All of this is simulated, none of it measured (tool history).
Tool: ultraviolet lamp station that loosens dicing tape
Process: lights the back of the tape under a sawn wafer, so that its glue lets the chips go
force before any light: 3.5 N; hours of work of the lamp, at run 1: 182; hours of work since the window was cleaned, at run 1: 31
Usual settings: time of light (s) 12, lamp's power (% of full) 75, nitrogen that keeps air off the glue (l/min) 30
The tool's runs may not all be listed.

run   hour  time of light (s)  lamp's power (% of full)  nitrogen that keeps air off the glue (l/min)  hours of work of the lamp  hours of work since the window was cleaned  force that peels the tape off (N)  light that reached the tape (mJ/cm2)
  1      0                 12                        75                                            30                        182                                          31                              0.406                                   398
  2   33.7                 12                        80                                            30                        199                                          48                              0.355                                   425
  3   57.6                 12                        80                                            30                        211                                          60                              0.376                                   422
  4   82.5                 12                        80                                            30                        224                                          73                              0.367                                   424
  5  126.2                 12                        96                                            30                        246                                          95                              0.276                                   504
  6  166.1                 12                        96                                            30                        266                                         115                              0.289                                   498
  7  201.4                 12                        86                                            15                        284                                         133                                0.5                                   447
  8  240.5                 17                        71                                            31                        304                                         153                              0.277                                   514
  9    276                 17                        67                                            27                        322                                         171                              0.305                                   488

Run 10 comes next. What will it give?
 10  299.6                 17                        67                                            27                        334                                         183                                  ?                                     ?

Run 10 gave force that peels the tape off (N) 0.322, light that reached the tape (mJ/cm2) 489.
Without the tool's hidden state the same run would have given force that peels the tape off (N) 0.28, light that reached the tape (mJ/cm2) 537.
